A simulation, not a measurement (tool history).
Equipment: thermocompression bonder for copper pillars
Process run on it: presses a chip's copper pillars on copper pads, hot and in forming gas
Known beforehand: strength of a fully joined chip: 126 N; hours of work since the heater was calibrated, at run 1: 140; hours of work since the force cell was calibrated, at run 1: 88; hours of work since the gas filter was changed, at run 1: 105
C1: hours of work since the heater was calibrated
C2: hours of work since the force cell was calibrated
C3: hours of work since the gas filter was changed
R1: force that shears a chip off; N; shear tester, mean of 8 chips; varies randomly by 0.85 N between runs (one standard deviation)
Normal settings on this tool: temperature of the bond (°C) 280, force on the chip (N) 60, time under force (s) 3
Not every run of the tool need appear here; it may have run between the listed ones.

run 1 hour=0 | temperature_of_the_bond_(°C)=280 force_on_the_chip_(N)=60 time_under_force_(s)=3 | C1=140 C2=88 C3=105 | R1=69.3
run 2 hour=8.3 | temperature_of_the_bond_(°C)=280 force_on_the_chip_(N)=60 time_under_force_(s)=3 | C1=145 C2=92 C3=109 | R1=68.3
run 3 hour=17.3 | temperature_of_the_bond_(°C)=280 force_on_the_chip_(N)=60 time_under_force_(s)=3 | C1=149 C2=97 C3=114 | R1=68.1
run 4 hour=31.6 | temperature_of_the_bond_(°C)=280 force_on_the_chip_(N)=60 time_under_force_(s)=3 | C1=157 C2=104 C3=122 | R1=68.4
run 5 hour=48.1 | temperature_of_the_bond_(°C)=280 force_on_the_chip_(N)=60 time_under_force_(s)=3 | C1=166 C2=113 C3=130 | R1=68.5
run 6 hour=58.9 | temperature_of_the_bond_(°C)=300 force_on_the_chip_(N)=60 time_under_force_(s)=3 | C1=171 C2=119 C3=136 | R1=79.1
run 7 hour=71.9 | temperature_of_the_bond_(°C)=300 force_on_the_chip_(N)=84 time_under_force_(s)=3 | C1=178 C2=126 C3=143 | R1=92.5
-- hour=79.7 forming gas filter changed
run 8 hour=87.8 | temperature_of_the_bond_(°C)=280 force_on_the_chip_(N)=60 time_under_force_(s)=3 | C1=187 C2=134 C3=4 | R1=68.3
run 9 hour=99 | temperature_of_the_bond_(°C)=280 force_on_the_chip_(N)=60 time_under_force_(s)=3 | C1=193 C2=140 C3=10 | R1=67.9
run 10 hour=110.7 | temperature_of_the_bond_(°C)=280 force_on_the_chip_(N)=60 time_under_force_(s)=3 | C1=199 C2=146 C3=16 | R1=67.9
run 11 hour=121.2 | temperature_of_the_bond_(°C)=280 force_on_the_chip_(N)=60 time_under_force_(s)=3 | C1=204 C2=152 C3=22 | R1=68
run 12 hour=131.7 | temperature_of_the_bond_(°C)=280 force_on_the_chip_(N)=60 time_under_force_(s)=3 | C1=210 C2=157 C3=28 | R1=67.3
run 13 hour=143.8 | temperature_of_the_bond_(°C)=280 force_on_the_chip_(N)=60 time_under_force_(s)=3 | C1=216 C2=164 C3=34 | R1=69.3
run 14 hour=157 | temperature_of_the_bond_(°C)=280 force_on_the_chip_(N)=60 time_under_force_(s)=3 | C1=223 C2=171 C3=41 | R1=67.8
run 15 hour=164.7 | temperature_of_the_bond_(°C)=280 force_on_the_chip_(N)=60 time_under_force_(s)=3 | C1=227 C2=175 C3=45 | R1=68.4
run 16 hour=177.9 | temperature_of_the_bond_(°C)=280 force_on_the_chip_(N)=60 time_under_force_(s)=3 | C1=235 C2=182 C3=52 | R1=68.1
run 17 hour=187.3 | temperature_of_the_bond_(°C)=280 force_on_the_chip_(N)=60 time_under_force_(s)=3 | C1=240 C2=187 C3=57 | R1=68.2
run 18 hour=196.4 | temperature_of_the_bond_(°C)=280 force_on_the_chip_(N)=60 time_under_force_(s)=3 | C1=244 C2=192 C3=62 | R1=70.2
run 19 hour=206.8 | temperature_of_the_bond_(°C)=280 force_on_the_chip_(N)=60 time_under_force_(s)=2 | C1=250 C2=197 C3=68 | R1=59.7
run 20 hour=217.9 | temperature_of_the_bond_(°C)=280 force_on_the_chip_(N)=60 time_under_force_(s)=2 | C1=256 C2=203 C3=74 | R1=57.6
run 21 hour=227.5 | temperature_of_the_bond_(°C)=280 force_on_the_chip_(N)=60 time_under_force_(s)=2 | C1=261 C2=208 C3=79 | R1=58.9
run 22 hour=246 | temperature_of_the_bond_(°C)=267 force_on_the_chip_(N)=48 time_under_force_(s)=3 | C1=271 C2=218 C3=88 | R1=52.1
run 23 hour=255.1 | temperature_of_the_bond_(°C)=286 force_on_the_chip_(N)=60 time_under_force_(s)=3 | C1=276 C2=223 C3=93 | R1=71
run 24 hour=265.8 | temperature_of_the_bond_(°C)=280 force_on_the_chip_(N)=60 time_under_force_(s)=2 | C1=281 C2=229 C3=99 | R1=60.1
run 25 hour=281.5 | temperature_of_the_bond_(°C)=280 force_on_the_chip_(N)=60 time_under_force_(s)=2 | C1=290 C2=237 C3=107 | R1=58.8
run 26 hour=289.1 | temperature_of_the_bond_(°C)=280 force_on_the_chip_(N)=60 time_under_force_(s)=2 | C1=294 C2=241 C3=111 | R1=58.3
run 27 hour=297.1 | temperature_of_the_bond_(°C)=262 force_on_the_chip_(N)=60 time_under_force_(s)=2 | C1=298 C2=245 C3=116 | R1=47.9
run 28 hour=304.9 | temperature_of_the_bond_(°C)=266 force_on_the_chip_(N)=72 time_under_force_(s)=2 | C1=302 C2=250 C3=120 | R1=56.2
run 29 hour=319.6 | temperature_of_the_bond_(°C)=289 force_on_the_chip_(N)=48 time_under_force_(s)=5 | C1=310 C2=257 C3=128 | R1=77.4
run 30 hour=338.1 | temperature_of_the_bond_(°C)=289 force_on_the_chip_(N)=48 time_under_force_(s)=5 | C1=320 C2=267 C3=138 | R1=79
run 31 hour=353.2 | temperature_of_the_bond_(°C)=280 force_on_the_chip_(N)=60 time_under_force_(s)=4 | C1=328 C2=275 C3=146 | R1=74.5
-- hour=356.8 forming gas filter changed
run 32 hour=367.9 | temperature_of_the_bond_(°C)=280 force_on_the_chip_(N)=60 time_under_force_(s)=2 | C1=335 C2=283 C3=6 | R1=60.3
run 33 hour=381.1 | temperature_of_the_bond_(°C)=280 force_on_the_chip_(N)=73 time_under_force_(s)=3 | C1=342 C2=290 C3=13 | R1=75.3
run 34 hour=393.4 | temperature_of_the_bond_(°C)=280 force_on_the_chip_(N)=73 time_under_force_(s)=3 | C1=349 C2=296 C3=20 | R1=75.6
run 35 hour=401.1 | temperature_of_the_bond_(°C)=280 force_on_the_chip_(N)=73 time_under_force_(s)=2 | C1=353 C2=301 C3=24 | R1=64.9
run 36 hour=409.1 | temperature_of_the_bond_(°C)=254 force_on_the_chip_(N)=59 time_under_force_(s)=3 | C1=357 C2=305 C3=28 | R1=51.7
run 37 hour=423.7 | temperature_of_the_bond_(°C)=280 force_on_the_chip_(N)=38 time_under_force_(s)=3 | C1=365 C2=313 C3=36 | R1=54.2
run 38 hour=431.8 | temperature_of_the_bond_(°C)=280 force_on_the_chip_(N)=38 time_under_force_(s)=3 | C1=369 C2=317 C3=40 | R1=53
run 39 hour=447.7 | temperature_of_the_bond_(°C)=277 force_on_the_chip_(N)=60 time_under_force_(s)=3 | C1=378 C2=325 C3=48 | R1=65.8

Branching from run 39: 3 alternative next runs. What would each branch give?
run A hour=455.2 | temperature_of_the_bond_(°C)=282 force_on_the_chip_(N)=45 time_under_force_(s)=3 | C1=382 C2=329 C3=52 | R1=?
run B hour=455.2 | temperature_of_the_bond_(°C)=277 force_on_the_chip_(N)=76 time_under_force_(s)=3 | C1=382 C2=329 C3=52 | R1=?
run C hour=455.2 | temperature_of_the_bond_(°C)=277 force_on_the_chip_(N)=60 time_under_force_(s)=4 | C1=382 C2=329 C3=52 | R1=?

run=A R1=59.5
run=B R1=74.4
run=C R1=72.6
Had the tool no hidden state, the same runs would have come out as:
run=A R1=59.7
run=B R1=74.7
run=C R1=72.9
